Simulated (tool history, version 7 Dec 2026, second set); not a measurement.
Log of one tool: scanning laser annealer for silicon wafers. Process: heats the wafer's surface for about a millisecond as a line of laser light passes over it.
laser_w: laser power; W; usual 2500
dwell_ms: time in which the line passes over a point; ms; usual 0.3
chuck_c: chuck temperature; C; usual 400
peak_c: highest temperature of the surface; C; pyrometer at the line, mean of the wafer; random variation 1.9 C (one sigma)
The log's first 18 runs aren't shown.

| run | hour | laser_w | dwell_ms | chuck_c | peak_c |
|---|---|---|---|---|---|
|  | 938.4 | window over the wafer cleaned |
| 19 | 951.1 | 2533 | 0.336 | 392 | 1233 |
| 20 | 995.7 | 2500 | 0.265 | 400 | 1124 |
| 21 | 1029.4 | 2725 | 0.321 | 363 | 1240 |
| 22 | 1075.3 | 2725 | 0.321 | 363 | 1240 |
| 23 | 1130.9 | 2458 | 0.224 | 398 | 1049 |
| 24 | 1168.7 | 2131 | 0.299 | 400 | 1073 |
| 25 | 1205.1 | 2500 | 0.323 | 384 | 1193 |
| 26 | 1241.9 | 2500 | 0.323 | 384 | 1196 |
| 27 | 1300.8 | 2500 | 0.323 | 384 | 1198 |
| 28 | 1347.4 | 2318 | 0.272 | 400 | 1093 |
| 29 | 1378.9 | 2590 | 0.317 | 393 | 1224 |
| 30 | 1424.8 | 2590 | 0.317 | 393 | 1222 |
| 31 | 1462.6 | 2590 | 0.259 | 434 | 1175 |
| 32 | 1524.9 | 2590 | 0.3 | 419 | 1221 |

3 ways to go on from here, each from the tool as it stands after run 32. What would each give?
| A | 1564.4 | 2677 | 0.303 | 433 | ? |
| B | 1564.4 | 2590 | 0.3 | 427 | ? |
| C | 1564.4 | 2713 | 0.3 | 400 | ? |

| run | peak_c |
|---|---|
| A | 1267 |
| B | 1234 |
| C | 1238 |
Without the tool's hidden state the same runs would have given:
| run | peak_c |
|---|---|
| A | 1268 |
| B | 1235 |
| C | 1239 |

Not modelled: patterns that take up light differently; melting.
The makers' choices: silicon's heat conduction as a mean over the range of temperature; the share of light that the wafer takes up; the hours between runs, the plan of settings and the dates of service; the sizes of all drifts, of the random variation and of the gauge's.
